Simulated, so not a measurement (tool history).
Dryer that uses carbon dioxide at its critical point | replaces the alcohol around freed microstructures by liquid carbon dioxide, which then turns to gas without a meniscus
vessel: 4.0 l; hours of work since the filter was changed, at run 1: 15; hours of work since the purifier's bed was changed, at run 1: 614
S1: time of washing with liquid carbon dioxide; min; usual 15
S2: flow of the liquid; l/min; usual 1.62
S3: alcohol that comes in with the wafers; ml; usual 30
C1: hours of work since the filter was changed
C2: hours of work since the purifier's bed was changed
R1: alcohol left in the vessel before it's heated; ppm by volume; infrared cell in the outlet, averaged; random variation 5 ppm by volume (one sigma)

Run 1, day 0.000: usual settings; C1 15; C2 614. Result: R1 188 ppm by volume.
Run 2, day 1.288: usual settings; C1 38; C2 637. Result: R1 204 ppm by volume.
Run 3, day 2.621: usual settings; C1 61; C2 661. Result: R1 206 ppm by volume.
At day 2.962: purifier's bed changed.
Run 4, day 4.283: usual settings but S1 16 min; C1 89; C2 24. Result: R1 28 ppm by volume.
Run 5, day 5.625: usual settings but S1 16 min; C1 113; C2 47. Result: R1 34 ppm by volume.
Run 6, day 7.888: usual settings but S1 16 min; C1 153; C2 88. Result: R1 51 ppm by volume.
Run 7, day 9.867: usual settings but S1 16 min; C1 188; C2 123. Result: R1 52 ppm by volume.
Run 8, day 11.862: usual settings but S1 11 min, S3 62 ml; C1 223; C2 158. Result: R1 304 ppm by volume.
Run 9, day 13.221: usual settings but S1 13 min, S2 1.99 l/min, S3 62 ml; C1 247; C2 182. Result: R1 88 ppm by volume.
Run 10, day 14.896: usual settings but S1 13 min, S2 1.99 l/min, S3 62 ml; C1 277; C2 212. Result: R1 100 ppm by volume.
Run 11, day 17.325: usual settings but S2 1.27 l/min; C1 320; C2 255. Result: R1 187 ppm by volume.

Forecast each of these 4 alternatives for the next run:
Run A, day 18.571: usual settings but S1 14 min, S2 1.27 l/min, S3 48 ml; C1 342; C2 277. Result: R1 ?.
Run B, day 18.571: usual settings but S1 17 min, S2 1.27 l/min, S3 39 ml; C1 342; C2 277. Result: R1 ?.
Run C, day 18.571: usual settings but S1 12 min, S2 1.44 l/min, S3 115 ml; C1 342; C2 277. Result: R1 ?.
Run D, day 18.571: usual settings but S2 2.30 l/min, S3 117 ml; C1 342; C2 277. Result: R1 ?.

run   R1
  A  317
  B  157
  C  704
  D   89
Without the tool's hidden state the same runs would have given:
run   R1
  A  146
  B   40
  C  378
  D    3
